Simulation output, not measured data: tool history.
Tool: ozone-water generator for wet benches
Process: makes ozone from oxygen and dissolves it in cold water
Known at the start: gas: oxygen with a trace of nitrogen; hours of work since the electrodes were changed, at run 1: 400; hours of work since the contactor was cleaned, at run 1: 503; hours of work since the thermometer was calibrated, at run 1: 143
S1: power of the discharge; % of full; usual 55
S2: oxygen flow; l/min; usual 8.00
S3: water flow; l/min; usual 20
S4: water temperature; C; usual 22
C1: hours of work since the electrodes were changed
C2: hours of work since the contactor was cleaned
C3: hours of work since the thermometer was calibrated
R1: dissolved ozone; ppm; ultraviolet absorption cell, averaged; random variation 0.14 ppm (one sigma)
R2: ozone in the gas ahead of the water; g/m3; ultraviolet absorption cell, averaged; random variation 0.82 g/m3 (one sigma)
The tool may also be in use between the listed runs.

run	day	S1	S2	S3	S4	C1	C2	C3	R1	R2
1	0.000	55	8.00	20	22	400	503	143	15.6	129.0
2	0.633	55	8.00	20	22	409	512	152	15.7	129.6
3	1.796	55	8.00	20	22	426	529	169	15.3	128.9
4	2.588	55	8.00	20	26	438	540	181	14.6	129.3
5	3.675	55	8.00	20	22	454	556	197	15.3	130.3
6	4.958	55	8.00	20	22	473	575	216	15.5	130.0
7	6.233	55	8.00	20	25	491	594	234	14.8	127.8
8	7.279	55	8.00	20	22	507	609	249	15.3	128.1
9	7.862	55	8.53	20	22	515	618	258	15.0	123.6
10	8.817	55	9.32	20	22	529	632	272	14.8	115.3
11	10.046	55	8.00	31	22	547	650	290	11.5	129.6
12	10.592	55	8.00	31	22	555	658	298	11.5	128.3
13	11.258	55	8.00	31	22	565	667	308	11.6	128.2
14	12.308	55	8.00	20	22	580	683	323	15.4	127.9

The next listed run, before its measurement:
15	13.462	55	8.00	20	22	597	699	340	?	?

R1: 15.3 ppm
R2: 127.8 g/m3
Without the tool's hidden state the same run would have given R1 15.8 ppm, R2 130.6 g/m3.
